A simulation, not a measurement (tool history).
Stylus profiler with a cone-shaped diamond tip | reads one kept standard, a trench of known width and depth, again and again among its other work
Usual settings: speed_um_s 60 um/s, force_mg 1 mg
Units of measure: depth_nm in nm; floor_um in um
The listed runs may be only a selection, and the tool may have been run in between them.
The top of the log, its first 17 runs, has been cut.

run     day  speed_um_s  force_mg  depth_nm  floor_um
 18  10.592          60      1.27   1010.53      15.2
 19  11.179          60         1   1009.39     15.22
 20  11.554          60      1.27   1010.77     15.18
 21  11.975          60         1   1009.68     15.15
 22  12.829          60         1   1009.22      15.1
 23  13.258          60         1   1009.33     15.16
 24  13.767          60         1   1009.18     15.06
 25  14.129          99      1.53   1012.09     14.96
 26  14.638          40      2.52   1016.45     15.14
 27  15.129         116      1.33   1011.48     14.96
 28  15.562         102      1.59    1012.6     14.94
 29  16.025          93      2.73   1017.36        15
 30  16.558          60      1.26   1011.16     15.01
 31   17.35         124      0.59   1007.47     14.69

What does the tool deliver on the next run?
 32  17.946         203      0.43         ?         ?

Run 32 yielded depth_nm 1006.81 nm, floor_um 14.28 um.
Minus the tool's unlogged condition, the same run would have read depth_nm 1005 nm, floor_um 15.19 um.
